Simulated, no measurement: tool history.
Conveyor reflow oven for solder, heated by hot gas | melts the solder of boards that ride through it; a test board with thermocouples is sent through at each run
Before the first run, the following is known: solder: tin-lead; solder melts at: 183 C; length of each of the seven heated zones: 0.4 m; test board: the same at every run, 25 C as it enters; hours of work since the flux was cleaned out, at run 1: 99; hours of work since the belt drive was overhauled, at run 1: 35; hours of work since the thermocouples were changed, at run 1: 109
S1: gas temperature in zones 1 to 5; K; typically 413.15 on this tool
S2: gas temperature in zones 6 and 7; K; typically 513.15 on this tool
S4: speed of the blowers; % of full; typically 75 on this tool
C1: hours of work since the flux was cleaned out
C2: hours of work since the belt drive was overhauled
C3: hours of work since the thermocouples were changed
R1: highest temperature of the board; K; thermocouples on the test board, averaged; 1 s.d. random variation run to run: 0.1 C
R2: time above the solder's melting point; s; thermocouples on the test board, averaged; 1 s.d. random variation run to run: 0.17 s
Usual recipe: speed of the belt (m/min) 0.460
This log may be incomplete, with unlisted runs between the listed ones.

run 1 hour=0.0 | S1=413.15 S2=513.15 speed_of_the_belt_(m/min)=0.460 S4=75 | C1=99 C2=35 C3=109 | R1=500.95 R2=89.4
run 2 hour=13.3 | S1=413.15 S2=513.15 speed_of_the_belt_(m/min)=0.460 S4=75 | C1=105 C2=42 C3=115 | R1=500.85 R2=89.2
run 3 hour=25.4 | S1=413.15 S2=513.15 speed_of_the_belt_(m/min)=0.460 S4=75 | C1=111 C2=48 C3=121 | R1=500.65 R2=89.3
run 4 hour=35.5 | S1=413.15 S2=513.15 speed_of_the_belt_(m/min)=0.460 S4=75 | C1=116 C2=53 C3=127 | R1=500.85 R2=89.4
run 5 hour=47.3 | S1=413.15 S2=513.15 speed_of_the_belt_(m/min)=0.460 S4=75 | C1=122 C2=59 C3=132 | R1=500.85 R2=89.3
run 6 hour=62.6 | S1=413.15 S2=526.15 speed_of_the_belt_(m/min)=0.460 S4=75 | C1=130 C2=67 C3=140 | R1=512.95 R2=97.4
run 7 hour=77.0 | S1=413.15 S2=526.15 speed_of_the_belt_(m/min)=0.441 S4=75 | C1=137 C2=74 C3=147 | R1=513.95 R2=101.9
run 8 hour=84.6 | S1=405.15 S2=513.15 speed_of_the_belt_(m/min)=0.460 S4=75 | C1=141 C2=78 C3=151 | R1=499.65 R2=85.2
run 9 hour=91.7 | S1=413.15 S2=513.15 speed_of_the_belt_(m/min)=0.460 S4=75 | C1=145 C2=81 C3=155 | R1=500.85 R2=89.5
run 10 hour=98.1 | S1=413.15 S2=513.15 speed_of_the_belt_(m/min)=0.460 S4=75 | C1=148 C2=85 C3=158 | R1=500.85 R2=89.5
run 11 hour=105.0 | S1=413.15 S2=513.15 speed_of_the_belt_(m/min)=0.460 S4=75 | C1=151 C2=88 C3=162 | R1=500.95 R2=89.6
run 12 hour=113.0 | S1=413.15 S2=507.15 speed_of_the_belt_(m/min)=0.460 S4=75 | C1=156 C2=92 C3=166 | R1=495.35 R2=84.9

Forecast run 13:
run 13 hour=124.1 | S1=413.15 S2=507.15 speed_of_the_belt_(m/min)=0.460 S4=75 | C1=161 C2=98 C3=171 | R1=? R2=?

{"run 13": {"R1": 495.55, "R2": 85.3}}
With no hidden state in the tool, this same run would have given R1 495.55 K, R2 85.3 s.
